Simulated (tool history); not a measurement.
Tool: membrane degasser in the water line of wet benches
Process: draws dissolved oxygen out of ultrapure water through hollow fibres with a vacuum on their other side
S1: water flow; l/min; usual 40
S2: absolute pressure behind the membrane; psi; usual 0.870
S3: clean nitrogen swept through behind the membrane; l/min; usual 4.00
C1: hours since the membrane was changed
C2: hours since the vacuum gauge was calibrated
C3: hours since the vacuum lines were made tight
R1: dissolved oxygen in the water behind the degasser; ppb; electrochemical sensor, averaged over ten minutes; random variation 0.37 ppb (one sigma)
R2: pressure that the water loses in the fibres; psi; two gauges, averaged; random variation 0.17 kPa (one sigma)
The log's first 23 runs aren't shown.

Run 24, hour 2016.5: usual settings but S2 0.715 psi, S3 3.51 l/min; C1 2254; C2 629; C3 3422. Result: R1 53.8 ppb, R2 7.039 psi.
Run 25, hour 2114.6: usual settings but S2 0.715 psi, S3 3.51 l/min; C1 2352; C2 727; C3 3520. Result: R1 53.9 ppb, R2 7.031 psi.
Run 26, hour 2230.6: usual settings but S1 62 l/min, S2 2.062 psi, S3 2.20 l/min; C1 2468; C2 843; C3 3636. Result: R1 642.6 ppb, R2 10.844 psi.
Run 27, hour 2307.7: usual settings but S1 26 l/min; C1 2545; C2 921; C3 3713. Result: R1 47.2 ppb, R2 4.560 psi.
Run 28, hour 2406.0: usual settings but S1 26 l/min, S2 0.692 psi, S3 1.62 l/min; C1 2643; C2 1019; C3 3811. Result: R1 61.3 ppb, R2 4.554 psi.
Run 29, hour 2516.9: usual settings but S1 37 l/min, S2 1.665 psi, S3 6.53 l/min; C1 2754; C2 1130; C3 3922. Result: R1 119.5 ppb, R2 6.474 psi.
Run 30, hour 2591.8: usual settings but S1 37 l/min, S2 1.665 psi, S3 6.53 l/min; C1 2829; C2 1205; C3 3997. Result: R1 119.0 ppb, R2 6.508 psi.
Run 31, hour 2715.5: usual settings but S1 37 l/min, S2 1.665 psi, S3 6.53 l/min; C1 2953; C2 1328; C3 4121. Result: R1 119.1 ppb, R2 6.505 psi.

Forecast each of these 4 alternatives for the next run:
Run A, hour 2831.7: usual settings but S1 42 l/min, S2 1.182 psi, S3 7.38 l/min; C1 3069; C2 1445; C3 4237. Result: R1 ?, R2 ?.
Run B, hour 2831.7: usual settings but S1 42 l/min, S2 0.689 psi, S3 6.51 l/min; C1 3069; C2 1445; C3 4237. Result: R1 ?, R2 ?.
Run C, hour 2831.7: usual settings but S1 37 l/min, S2 1.012 psi, S3 6.37 l/min; C1 3069; C2 1445; C3 4237. Result: R1 ?, R2 ?.
Run D, hour 2831.7: usual settings but S1 41 l/min, S2 1.208 psi, S3 6.26 l/min; C1 3069; C2 1445; C3 4237. Result: R1 ?, R2 ?.

run    R1     R2
  A  76.0  7.372
  B  32.9  7.426
  C  59.6  6.514
  D  89.2  7.229
Without the tool's hidden state the same runs would have given:
run    R1     R2
  A  73.3  7.275
  B  30.6  7.329
  C  57.2  6.428
  D  86.2  7.134
